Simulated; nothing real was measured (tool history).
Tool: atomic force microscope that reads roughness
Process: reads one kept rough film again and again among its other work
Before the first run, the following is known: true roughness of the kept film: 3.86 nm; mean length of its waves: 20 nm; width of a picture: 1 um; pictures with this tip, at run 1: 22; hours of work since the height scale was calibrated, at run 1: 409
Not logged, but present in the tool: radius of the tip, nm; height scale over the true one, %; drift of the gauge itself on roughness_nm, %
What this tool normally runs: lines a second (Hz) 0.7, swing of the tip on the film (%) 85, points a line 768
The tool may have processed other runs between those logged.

run,hour,lines a second (Hz),swing of the tip on the film (%),points a line,pictures with this tip,hours of work since the height scale was calibrated,roughness of the kept film (nm (root mean square))
1,0,0.7,85,768,22,409,2.974
# hour 39.1: new tip fitted
2,47.3,0.7,85,768,19,441,2.962
# hour 89: new tip fitted
3,90.5,0.7,71,768,3,469,3.085
# hour 137.1: new tip fitted
4,150.7,0.7,71,768,32,510,3.09
# hour 186.9: new tip fitted
5,211.2,0.7,85,768,56,550,2.972
# hour 239.3: new tip fitted
6,257.6,0.7,85,768,43,581,2.967
# hour 288.4: new tip fitted
7,317,0.7,85,768,66,621,2.982
# hour 340.1: new tip fitted
8,368.3,0.7,85,768,65,655,2.954
# hour 390.1: new tip fitted
9,433.5,0.7,85,768,100,699,2.952
# hour 441.4: new tip fitted
10,487.5,2.918,86,371,107,735,2.278
# hour 493: new tip fitted
# hour 543.2: new tip fitted
11,556.1,2.918,60,939,30,781,2.945
# hour 590.9: new tip fitted
12,618.8,1.371,70,547,64,823,2.962
# hour 640.7: new tip fitted
13,656.3,3.015,73,768,36,848,2.656
# hour 691.7: new tip fitted
14,694.8,1.127,75,600,8,873,2.951

Expected results for the next run?
15,737.1,1.699,66,428,106,902,?

Run 15 gave roughness of the kept film (nm (root mean square)) 2.947.
Had the tool carried no hidden state, the very same run would have given roughness of the kept film (nm (root mean square)) 2.951.

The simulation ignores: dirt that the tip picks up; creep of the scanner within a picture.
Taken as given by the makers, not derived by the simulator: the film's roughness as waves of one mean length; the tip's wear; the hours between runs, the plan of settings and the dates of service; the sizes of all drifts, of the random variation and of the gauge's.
